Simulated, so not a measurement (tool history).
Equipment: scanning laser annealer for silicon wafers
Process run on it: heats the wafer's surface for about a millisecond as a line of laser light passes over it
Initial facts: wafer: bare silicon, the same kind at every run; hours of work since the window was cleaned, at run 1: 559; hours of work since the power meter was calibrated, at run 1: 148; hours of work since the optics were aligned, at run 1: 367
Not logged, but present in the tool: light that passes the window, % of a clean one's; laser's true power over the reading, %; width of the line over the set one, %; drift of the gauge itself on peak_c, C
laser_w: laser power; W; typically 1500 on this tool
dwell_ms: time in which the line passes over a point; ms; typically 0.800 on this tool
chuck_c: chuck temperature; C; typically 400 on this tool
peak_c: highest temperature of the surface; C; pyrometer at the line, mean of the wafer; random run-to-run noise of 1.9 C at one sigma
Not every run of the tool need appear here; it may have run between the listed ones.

| run | hour | laser_w | dwell_ms | chuck_c | hours of work since the window was cleaned | hours of work since the power meter was calibrated | hours of work since the optics were aligned | peak_c |
|---|---|---|---|---|---|---|---|---|
| 1 | 0.0 | 1500 | 0.800 | 400 | 559 | 148 | 367 | 1195 |
| 2 | 5.9 | 1500 | 0.800 | 400 | 562 | 151 | 370 | 1194 |
| 3 | 15.2 | 1500 | 0.800 | 400 | 567 | 156 | 374 | 1197 |
| 4 | 20.8 | 1500 | 0.800 | 400 | 570 | 159 | 377 | 1194 |
| 5 | 27.6 | 1455 | 0.800 | 400 | 573 | 162 | 381 | 1165 |
| 6 | 34.8 | 1393 | 0.637 | 396 | 577 | 166 | 384 | 1051 |
| 7 | 39.4 | 1375 | 0.639 | 375 | 579 | 168 | 387 | 1020 |
| 8 | 45.1 | 1495 | 0.625 | 411 | 582 | 171 | 390 | 1120 |
| 9 | 54.3 | 1495 | 0.625 | 411 | 587 | 176 | 394 | 1120 |
| 10 | 60.4 | 1565 | 0.932 | 400 | 590 | 179 | 397 | 1298 |

Some steps in peak_c between neighbouring runs. How much of each would the tool show without its hidden state too (settings, what came in, random variation), and how much is left for the hidden state, with any gauge scatter that isn't in both results?
Run 9 -> 10: laser_w 1495 -> 1565, dwell_ms 0.625 -> 0.932, chuck_c 411 -> 400. peak_c +178 C: hidden state -6, all else +184.

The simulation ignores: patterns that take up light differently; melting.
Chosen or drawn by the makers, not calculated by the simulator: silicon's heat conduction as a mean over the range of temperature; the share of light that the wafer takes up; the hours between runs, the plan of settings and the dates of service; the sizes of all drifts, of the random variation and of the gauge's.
